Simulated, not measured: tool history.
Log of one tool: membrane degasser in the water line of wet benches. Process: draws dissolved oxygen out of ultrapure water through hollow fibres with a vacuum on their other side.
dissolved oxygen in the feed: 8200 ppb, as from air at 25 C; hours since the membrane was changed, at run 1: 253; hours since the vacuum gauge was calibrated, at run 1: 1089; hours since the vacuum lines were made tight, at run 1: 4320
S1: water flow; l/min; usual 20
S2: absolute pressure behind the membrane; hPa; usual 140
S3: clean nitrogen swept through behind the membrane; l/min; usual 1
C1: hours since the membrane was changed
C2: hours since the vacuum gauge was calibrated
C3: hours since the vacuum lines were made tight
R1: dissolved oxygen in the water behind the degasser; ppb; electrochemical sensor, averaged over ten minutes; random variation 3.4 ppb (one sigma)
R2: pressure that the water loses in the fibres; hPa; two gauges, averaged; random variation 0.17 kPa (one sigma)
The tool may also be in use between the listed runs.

run	hour	S1	S2	S3	C1	C2	C3	R1	R2
1	0	20	140	1	253	1089	4320	471	270.3
2	28.4	20	118	1	281	1118	4348	374.3	273.5
3	69.5	20	118	2.96	322	1159	4389	147.6	270.5
4	113.5	20	118	2.96	366	1203	4434	148.4	270
5	133.7	20	96	1	387	1223	4454	283.7	272.9
6	154.2	20	96	1	407	1244	4474	285.4	269.5
7	190.4	20	96	1	443	1280	4510	285.4	270
8	214.5	20	140	1	467	1304	4535	471.4	272.7
9	233.7	20	140	1	486	1323	4554	469.7	272
10	279.8	20	140	1	533	1369	4600	467.7	270.8
11	307.4	20	140	1	560	1397	4627	463.4	275.1
12	351.1	20	140	1	604	1441	4671	465.3	273.3
13	379.2	18	140	1	632	1469	4699	425.8	245.7
14	419	22	140	0.71	672	1508	4739	669.3	298.6
15	440.8	30	85	0.59	694	1530	4761	517.4	410.9
16	470.4	30	85	0.59	723	1560	4790	531.2	406.9
17	500.9	30	85	0.59	754	1590	4821	526.7	409.3
18	532.6	29	140	1	785	1622	4853	658.9	391.6
19	555	20	287	2.1	808	1645	4875	555.2	275.2
20	575	20	287	2.1	828	1665	4895	554.9	270.2
21	609.7	20	287	2.1	862	1699	4930	551.3	269.5
22	653.8	12	84	2.1	907	1743	4974	73.6	166.6

Forecast each of these 5 alternatives for the next run:
A	677	12	84	2.9	930	1766	4997	?	?
B	677	29	84	1.3	930	1766	4997	?	?
C	677	14	215	2.64	930	1766	4997	?	?
D	677	19	84	0.47	930	1766	4997	?	?
E	677	20	298	1	930	1766	4997	?	?

run	R1	R2
A	53.7	163.8
B	279.7	397.2
C	231.9	191.7
D	411.5	257.9
E	1060.2	271.9
Without the tool's hidden state the same runs would have given:
run	R1	R2
A	53.5	163.7
B	279.4	397
C	231.5	191.6
D	411.2	257.8
E	1059.5	271.8
